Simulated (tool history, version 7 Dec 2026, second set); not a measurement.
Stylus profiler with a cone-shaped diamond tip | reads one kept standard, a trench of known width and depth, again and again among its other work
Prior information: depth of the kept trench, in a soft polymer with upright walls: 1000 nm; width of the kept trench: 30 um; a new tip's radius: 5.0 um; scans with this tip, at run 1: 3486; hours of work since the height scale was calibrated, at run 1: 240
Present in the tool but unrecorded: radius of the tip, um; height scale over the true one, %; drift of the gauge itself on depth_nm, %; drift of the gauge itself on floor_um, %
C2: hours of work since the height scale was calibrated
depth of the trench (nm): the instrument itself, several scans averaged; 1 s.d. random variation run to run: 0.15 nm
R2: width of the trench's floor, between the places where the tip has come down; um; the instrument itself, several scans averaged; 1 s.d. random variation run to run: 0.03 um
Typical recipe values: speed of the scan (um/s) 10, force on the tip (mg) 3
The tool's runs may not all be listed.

run 1 hour=0 | speed_of_the_scan_(um/s)=10 force_on_the_tip_(mg)=3 | scans_with_this_tip=3486 C2=240 | depth_of_the_trench_(nm)=1007.38 R2=22.9
run 2 hour=17.9 | speed_of_the_scan_(um/s)=10 force_on_the_tip_(mg)=1.12 | scans_with_this_tip=3656 C2=251 | depth_of_the_trench_(nm)=1004.2 R2=22.93
run 3 hour=39.4 | speed_of_the_scan_(um/s)=10 force_on_the_tip_(mg)=1.12 | scans_with_this_tip=3859 C2=265 | depth_of_the_trench_(nm)=1004.4 R2=22.89
run 4 hour=53.4 | speed_of_the_scan_(um/s)=10 force_on_the_tip_(mg)=1.12 | scans_with_this_tip=3991 C2=274 | depth_of_the_trench_(nm)=1004.32 R2=22.85
run 5 hour=73.4 | speed_of_the_scan_(um/s)=10 force_on_the_tip_(mg)=1.12 | scans_with_this_tip=4181 C2=287 | depth_of_the_trench_(nm)=1004.48 R2=22.77
run 6 hour=90.9 | speed_of_the_scan_(um/s)=10 force_on_the_tip_(mg)=1.12 | scans_with_this_tip=4346 C2=299 | depth_of_the_trench_(nm)=1004.46 R2=22.79
run 7 hour=111.5 | speed_of_the_scan_(um/s)=10 force_on_the_tip_(mg)=1.12 | scans_with_this_tip=4540 C2=312 | depth_of_the_trench_(nm)=1004.22 R2=22.76
run 8 hour=122.4 | speed_of_the_scan_(um/s)=10 force_on_the_tip_(mg)=1.12 | scans_with_this_tip=4644 C2=319 | depth_of_the_trench_(nm)=1004.42 R2=22.61
run 9 hour=139.7 | speed_of_the_scan_(um/s)=9 force_on_the_tip_(mg)=1.96 | scans_with_this_tip=4807 C2=330 | depth_of_the_trench_(nm)=1006.17 R2=22.65
run 10 hour=154.6 | speed_of_the_scan_(um/s)=3 force_on_the_tip_(mg)=1.08 | scans_with_this_tip=4949 C2=340 | depth_of_the_trench_(nm)=1004.4 R2=22.64
run 11 hour=176.2 | speed_of_the_scan_(um/s)=4 force_on_the_tip_(mg)=1.78 | scans_with_this_tip=5152 C2=354 | depth_of_the_trench_(nm)=1005.75 R2=22.59
run 12 hour=194.2 | speed_of_the_scan_(um/s)=4 force_on_the_tip_(mg)=1.78 | scans_with_this_tip=5323 C2=366 | depth_of_the_trench_(nm)=1005.67 R2=22.57

Run 13 has not been measured yet. What should we expect?
run 13 hour=213.7 | speed_of_the_scan_(um/s)=35 force_on_the_tip_(mg)=6.84 | scans_with_this_tip=5507 C2=378 | depth_of_the_trench_(nm)=? R2=?

{"run 13": {"depth of the trench (nm)": 1012.86, "R2": 22.4}}
Were there no unlogged condition in the tool, this run, its random variation unchanged, would have produced depth of the trench (nm) 1011.83, R2 23.84 um.
